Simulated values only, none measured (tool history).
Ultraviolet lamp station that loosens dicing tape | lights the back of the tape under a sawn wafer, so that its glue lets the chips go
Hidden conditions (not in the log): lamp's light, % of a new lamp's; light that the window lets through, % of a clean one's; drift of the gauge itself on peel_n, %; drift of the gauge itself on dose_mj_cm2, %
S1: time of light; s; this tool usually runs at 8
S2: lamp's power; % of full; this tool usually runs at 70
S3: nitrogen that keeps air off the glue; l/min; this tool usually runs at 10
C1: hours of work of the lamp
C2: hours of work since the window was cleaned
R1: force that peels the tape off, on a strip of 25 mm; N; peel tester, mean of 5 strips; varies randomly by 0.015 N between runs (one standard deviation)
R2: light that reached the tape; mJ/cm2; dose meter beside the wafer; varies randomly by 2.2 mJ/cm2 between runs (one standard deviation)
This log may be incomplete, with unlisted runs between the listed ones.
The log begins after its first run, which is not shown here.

{"run": 2, "hour": 7.7, "S1": 5, "S2": 70, "S3": 10, "C1": 167, "C2": 323, "R1": 2.011, "R2": 104}
{"run": 3, "hour": 17.8, "S1": 15, "S2": 70, "S3": 10, "C1": 172, "C2": 327, "R1": 0.319, "R2": 320}
{"run": 4, "hour": 27.8, "S1": 15, "S2": 70, "S3": 10, "C1": 176, "C2": 331, "R1": 0.324, "R2": 319}
{"run": 5, "hour": 35.9, "S1": 8, "S2": 83, "S3": 10, "C1": 179, "C2": 335, "R1": 0.7, "R2": 195}
{"run": 6, "hour": 42.7, "S1": 8, "S2": 83, "S3": 10, "C1": 182, "C2": 338, "R1": 0.702, "R2": 201}
{"run": 7, "hour": 50.9, "S1": 8, "S2": 83, "S3": 10, "C1": 186, "C2": 341, "R1": 0.709, "R2": 198}
{"run": 8, "hour": 58.6, "S1": 8, "S2": 83, "S3": 10, "C1": 189, "C2": 344, "R1": 0.708, "R2": 203}
{"run": 9, "hour": 67.8, "S1": 8, "S2": 83, "S3": 10, "C1": 193, "C2": 348, "R1": 0.71, "R2": 196}
{"run": 10, "hour": 73.1, "S1": 15, "S2": 70, "S3": 10, "C1": 195, "C2": 351, "R1": 0.317, "R2": 311}
{"run": 11, "hour": 82.4, "S1": 8, "S2": 96, "S3": 10, "C1": 199, "C2": 354, "R1": 0.551, "R2": 232}
{"run": 12, "hour": 89.1, "S1": 8, "S2": 96, "S3": 10, "C1": 202, "C2": 357, "R1": 0.532, "R2": 229}
{"run": 13, "hour": 95.4, "S1": 8, "S2": 96, "S3": 10, "C1": 205, "C2": 360, "R1": 0.514, "R2": 230}
{"run": 14, "hour": 102.2, "S1": 8, "S2": 67, "S3": 10, "C1": 208, "C2": 363, "R1": 1.064, "R2": 157}
{"run": 15, "hour": 110.8, "S1": 8, "S2": 67, "S3": 10, "C1": 211, "C2": 367, "R1": 1.027, "R2": 161}
{"run": 16, "hour": 119.9, "S1": 8, "S2": 67, "S3": 10, "C1": 215, "C2": 370, "R1": 1.01, "R2": 158}
{"hour": 121.0, "done": "window cleaned of glue's vapour"}
{"run": 17, "hour": 127.7, "S1": 8, "S2": 67, "S3": 10, "C1": 218, "C2": 3, "R1": 1.142, "R2": 149}
{"run": 18, "hour": 135.7, "S1": 12, "S2": 70, "S3": 10, "C1": 222, "C2": 6, "R1": 0.504, "R2": 238}

Forecast run 19:
{"hour": 137.2, "done": "window cleaned of glue's vapour, once more"}
{"run": 19, "hour": 146.1, "S1": 12, "S2": 65, "S3": 4, "C1": 226, "C2": 4, "R1": "?", "R2": "?"}

Run 19 measured R1 0.946 N, R2 247 mJ/cm2.
Minus the tool's unlogged condition, the same run would have read R1 0.824 N, R2 266 mJ/cm2.
